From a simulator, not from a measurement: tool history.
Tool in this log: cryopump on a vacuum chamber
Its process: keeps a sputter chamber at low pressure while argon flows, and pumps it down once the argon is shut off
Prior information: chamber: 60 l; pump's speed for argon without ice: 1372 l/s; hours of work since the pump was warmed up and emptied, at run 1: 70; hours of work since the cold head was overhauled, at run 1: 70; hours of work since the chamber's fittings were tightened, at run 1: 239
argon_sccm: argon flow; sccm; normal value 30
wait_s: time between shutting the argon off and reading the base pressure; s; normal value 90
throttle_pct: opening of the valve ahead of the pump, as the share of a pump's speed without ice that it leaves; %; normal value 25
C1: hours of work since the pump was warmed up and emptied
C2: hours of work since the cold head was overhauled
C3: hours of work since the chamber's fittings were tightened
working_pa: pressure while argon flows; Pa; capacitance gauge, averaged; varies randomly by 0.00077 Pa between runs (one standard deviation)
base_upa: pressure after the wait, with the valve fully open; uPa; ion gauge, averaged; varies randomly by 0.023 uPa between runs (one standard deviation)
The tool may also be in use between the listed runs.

Run 1, day 0: usual settings; C1 70; C2 70; C3 239. Result: working_pa 0.1503 Pa, base_upa 1.1 uPa.
Run 2, day 0.308: usual settings; C1 74; C2 74; C3 243. Result: working_pa 0.1494 Pa, base_upa 1.07 uPa.
Run 3, day 0.954: usual settings; C1 82; C2 82; C3 251. Result: working_pa 0.1486 Pa, base_upa 1.12 uPa.
Run 4, day 1.658: usual settings but argon_sccm 49 sccm; C1 91; C2 91; C3 260. Result: working_pa 0.2433 Pa, base_upa 1.13 uPa.
Run 5, day 2.254: usual settings; C1 99; C2 99; C3 268. Result: working_pa 0.1484 Pa, base_upa 1.14 uPa.
Run 6, day 2.804: usual settings; C1 106; C2 106; C3 275. Result: working_pa 0.1489 Pa, base_upa 1.16 uPa.
Run 7, day 3.375: usual settings but wait_s 21 s; C1 113; C2 113; C3 282. Result: working_pa 0.1518 Pa, base_upa 2.9 uPa.
Run 8, day 3.908: usual settings but wait_s 21 s; C1 120; C2 120; C3 289. Result: working_pa 0.1504 Pa, base_upa 2.86 uPa.
Run 9, day 4.488: usual settings but wait_s 21 s; C1 127; C2 127; C3 297. Result: working_pa 0.1492 Pa, base_upa 2.91 uPa.
Run 10, day 4.8: usual settings but wait_s 21 s; C1 131; C2 131; C3 301. Result: working_pa 0.1492 Pa, base_upa 2.84 uPa.
Run 11, day 5.138: usual settings but wait_s 21 s; C1 136; C2 136; C3 305. Result: working_pa 0.1495 Pa, base_upa 2.97 uPa.
Run 12, day 5.7: usual settings but wait_s 21 s; C1 143; C2 143; C3 312. Result: working_pa 0.1521 Pa, base_upa 2.88 uPa.
Run 13, day 6.292: usual settings but wait_s 144 s; C1 150; C2 150; C3 320. Result: working_pa 0.1503 Pa, base_upa 1.03 uPa.
Run 14, day 6.983: usual settings but argon_sccm 17 sccm, throttle_pct 54 %; C1 159; C2 159; C3 329. Result: working_pa 0.0407 Pa, base_upa 1.26 uPa.
Run 15, day 7.338: usual settings but argon_sccm 17 sccm, throttle_pct 54 %; C1 164; C2 164; C3 333. Result: working_pa 0.0405 Pa, base_upa 1.22 uPa.
Run 16, day 7.846: usual settings but argon_sccm 46 sccm, wait_s 92 s; C1 170; C2 170; C3 340. Result: working_pa 0.2316 Pa, base_upa 1.22 uPa.
Run 17, day 8.204: usual settings but argon_sccm 46 sccm, wait_s 92 s; C1 175; C2 175; C3 344. Result: working_pa 0.2316 Pa, base_upa 1.23 uPa.
Run 18, day 8.671: usual settings but argon_sccm 46 sccm, wait_s 92 s; C1 181; C2 181; C3 350. Result: working_pa 0.2312 Pa, base_upa 1.22 uPa.
Run 19, day 9.371: usual settings but wait_s 36 s, throttle_pct 32 %; C1 190; C2 190; C3 359. Result: working_pa 0.1189 Pa, base_upa 2.06 uPa.
Run 20, day 9.808: usual settings but argon_sccm 28 sccm, wait_s 183 s, throttle_pct 24 %; C1 195; C2 195; C3 365. Result: working_pa 0.145 Pa, base_upa 1.01 uPa.
Run 21, day 10.146: usual settings but argon_sccm 22 sccm, wait_s 237 s, throttle_pct 23 %; C1 200; C2 200; C3 369. Result: working_pa 0.1204 Pa, base_upa 0.91 uPa.
Run 22, day 10.533: usual settings but argon_sccm 14 sccm, wait_s 142 s, throttle_pct 32 %; C1 205; C2 205; C3 374. Result: working_pa 0.0556 Pa, base_upa 1.16 uPa.
Run 23, day 10.892: usual settings but argon_sccm 14 sccm, wait_s 83 s, throttle_pct 19 %; C1 209; C2 209; C3 379. Result: working_pa 0.0925 Pa, base_upa 1.38 uPa.

Here are 3 independent what-if runs from the current tool condition. What would each one return?
Run A, day 11.438: usual settings but argon_sccm 43 sccm, wait_s 26 s, throttle_pct 23 %; C1 216; C2 216; C3 386. Result: working_pa ?, base_upa ?.
Run B, day 11.438: usual settings but wait_s 88 s; C1 216; C2 216; C3 386. Result: working_pa ?, base_upa ?.
Run C, day 11.438: usual settings but argon_sccm 36 sccm; C1 216; C2 216; C3 386. Result: working_pa ?, base_upa ?.

run  working_pa  base_upa
  A      0.2343      2.59
  B      0.1511      1.33
  C      0.1823      1.31
Take away the tool's hidden state, keep each run's random variation, and the runs would have read:
run  working_pa  base_upa
  A      0.2292      2.02
  B      0.1475      0.75
  C      0.1779      0.72
